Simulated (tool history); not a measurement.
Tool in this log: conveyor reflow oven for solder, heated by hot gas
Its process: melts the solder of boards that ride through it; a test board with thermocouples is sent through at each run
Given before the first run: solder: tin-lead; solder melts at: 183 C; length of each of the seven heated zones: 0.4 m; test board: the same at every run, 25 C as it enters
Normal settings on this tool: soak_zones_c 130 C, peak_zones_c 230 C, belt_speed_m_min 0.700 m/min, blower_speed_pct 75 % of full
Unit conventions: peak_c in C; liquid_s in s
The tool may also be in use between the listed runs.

run,hour,soak_zones_c,peak_zones_c,belt_speed_m_min,blower_speed_pct,peak_c,liquid_s
1,0.0,130,230,0.700,75,218.9,51.8
2,31.2,130,230,0.700,75,219.4,51.3
3,53.4,130,230,0.605,75,221.5,62.8
4,91.5,125,230,0.700,75,218.0,50.0
5,107.4,123,230,0.700,75,217.9,49.4
6,134.4,130,230,0.700,75,218.4,51.1
7,158.7,130,230,0.700,75,218.4,50.9
8,194.0,130,230,0.700,75,218.1,50.8
9,213.6,130,230,0.700,75,218.4,51.0
10,230.3,130,230,0.700,75,218.6,50.5
11,253.7,130,230,0.700,75,217.8,51.4
12,284.8,119,230,0.573,75,221.9,63.5
13,302.9,136,231,0.640,75,222.3,61.3
14,329.5,138,235,0.560,69,228.7,74.8
15,368.2,116,232,0.802,65,209.7,33.5
# hour 398.0: flux residue cleaned out of gas plates and filters
16,410.1,137,230,0.567,75,225.0,72.7
17,428.7,137,230,0.567,75,224.7,72.3
18,465.6,124,230,0.741,82,217.3,47.4

5 ways to go on from here, each from the tool as it stands after run 18. What would each give?
A,498.5,130,230,0.700,68,?,?
B,498.5,132,230,0.700,75,?,?
C,498.5,124,238,0.801,69,?,?
D,498.5,125,230,0.700,65,?,?
E,498.5,142,230,0.700,75,?,?

run,peak_c,liquid_s
A,217.3,50.5
B,219.9,52.7
C,219.3,42.7
D,217.4,47.7
E,220.6,56.4
Take away the tool's hidden state, keep each run's random variation, and the runs would have read:
run,peak_c,liquid_s
A,215.3,48.5
B,217.9,50.8
C,217.4,41.0
D,215.3,45.6
E,218.6,54.6
